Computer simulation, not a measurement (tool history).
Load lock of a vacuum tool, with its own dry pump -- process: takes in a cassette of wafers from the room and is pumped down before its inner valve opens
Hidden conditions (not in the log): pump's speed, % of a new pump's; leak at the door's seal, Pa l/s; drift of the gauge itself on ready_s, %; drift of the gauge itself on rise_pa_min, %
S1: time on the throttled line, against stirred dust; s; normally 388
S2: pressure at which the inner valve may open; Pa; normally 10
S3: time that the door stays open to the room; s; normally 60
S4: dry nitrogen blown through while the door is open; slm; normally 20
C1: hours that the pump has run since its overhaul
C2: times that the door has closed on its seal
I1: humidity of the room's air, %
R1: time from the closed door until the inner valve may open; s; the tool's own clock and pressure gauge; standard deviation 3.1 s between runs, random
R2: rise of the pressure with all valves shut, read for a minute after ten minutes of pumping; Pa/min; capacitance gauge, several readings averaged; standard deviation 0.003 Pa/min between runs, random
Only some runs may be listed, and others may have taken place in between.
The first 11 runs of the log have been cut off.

run	day	S1	S2	S3	S4	C1	C2	I1	R1	R2
12	54.379	324	10	60	20	5469	8775	45.7	457.1	0.018
13	58.088	388	10	60	20	5558	9115	45.3	519.0	0.020
14	62.967	388	10	60	20	5675	9564	44.6	513.6	0.019
15	69.300	388	10	60	20	5827	10146	43.7	518.3	0.019
16	74.175	388	10	60	20	5944	10594	43.9	517.0	0.022
17	79.117	388	10	60	20	6063	11049	48.3	515.2	0.019
18	86.104	388	10	60	20	6230	11691	44.9	515.6	0.015
19	91.958	388	10	60	14	6371	12229	45.9	513.9	0.024
20	95.221	279	12	54	19	6449	12529	46.1	414.4	0.020
21	98.796	767	12	54	19	6535	12857	37.4	864.3	0.011
22	103.533	514	12	54	19	6649	13293	46.4	632.9	0.023
23	110.808	743	12	54	6	6823	13961	46.0	839.8	0.034
24	114.125	743	12	54	6	6903	14266	44.0	833.6	0.033
25	120.092	388	15	134	20	7046	14814	43.1	509.3	0.031
26	124.325	388	16	60	20	7148	15204	46.3	507.4	0.016
27	131.212	388	16	60	20	7313	15837	46.3	501.2	0.022
28	137.950	388	16	60	20	7475	16456	40.6	508.8	0.021
29	143.129	591	10	33	5	7599	16932	44.7	708.3	0.027
30	147.179	591	10	33	5	7696	17304	43.7	706.1	0.023
31	150.821	408	10	60	38	7783	17639	43.6	535.0	0.015
32	155.225	408	15	191	38	7889	18044	44.7	524.5	0.026
33	160.833	349	13	60	7	8024	18559	44.6	478.2	0.033
34	164.375	312	16	60	20	8109	18885	47.2	438.1	0.021
35	169.388	388	10	172	20	8229	19345	44.8	512.2	0.034
36	173.658	388	10	172	20	8332	19738	46.5	518.5	0.035

5 ways to go on from here, each from the tool as it stands after run 36. What would each give?
A	177.871	388	10	172	42	8433	20125	44.6	?	?
B	177.871	195	10	210	41	8433	20125	44.1	?	?
C	177.871	579	12	172	20	8433	20125	42.9	?	?
D	177.871	388	12	76	10	8433	20125	43.4	?	?
E	177.871	274	10	172	13	8433	20125	44.4	?	?

run	R1	R2
A	514.5	0.018
B	339.2	0.023
C	690.0	0.034
D	509.5	0.030
E	412.6	0.045
Take away the tool's hidden state, keep each run's random variation, and the runs would have read:
run	R1	R2
A	514.5	0.017
B	339.1	0.023
C	690.0	0.034
D	509.5	0.029
E	412.6	0.045
